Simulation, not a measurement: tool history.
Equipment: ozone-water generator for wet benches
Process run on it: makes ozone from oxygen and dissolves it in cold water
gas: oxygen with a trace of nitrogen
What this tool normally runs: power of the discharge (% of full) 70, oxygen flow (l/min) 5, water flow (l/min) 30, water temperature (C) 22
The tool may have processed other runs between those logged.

run,hour,power of the discharge (% of full),oxygen flow (l/min),water flow (l/min),water temperature (C),dissolved ozone (ppm),ozone in the gas ahead of the water (g/m3)
1,0,70,5,30,22,19,230.8
2,49.8,70,5,30,22,18.9,230.7
3,81.5,70,5,30,22,18.9,228.3
4,114.2,70,5,30,21,18.9,228.4
5,167.6,70,2.97,30,21,19.1,331.8
6,190.1,70,2.97,30,21,19.4,329.1
7,228.8,70,2.97,30,21,19.3,330.1
8,279.6,62,5,29,19,18.1,204.3

The next listed run, before its measurement:
9,303.8,62,3.47,29,17,?,?

Run 9 measured dissolved ozone (ppm) 18.4, ozone in the gas ahead of the water (g/m3) 262.2.
Were there no unlogged condition in the tool, this run, its random variation unchanged, would have produced dissolved ozone (ppm) 18.4, ozone in the gas ahead of the water (g/m3) 264.1.

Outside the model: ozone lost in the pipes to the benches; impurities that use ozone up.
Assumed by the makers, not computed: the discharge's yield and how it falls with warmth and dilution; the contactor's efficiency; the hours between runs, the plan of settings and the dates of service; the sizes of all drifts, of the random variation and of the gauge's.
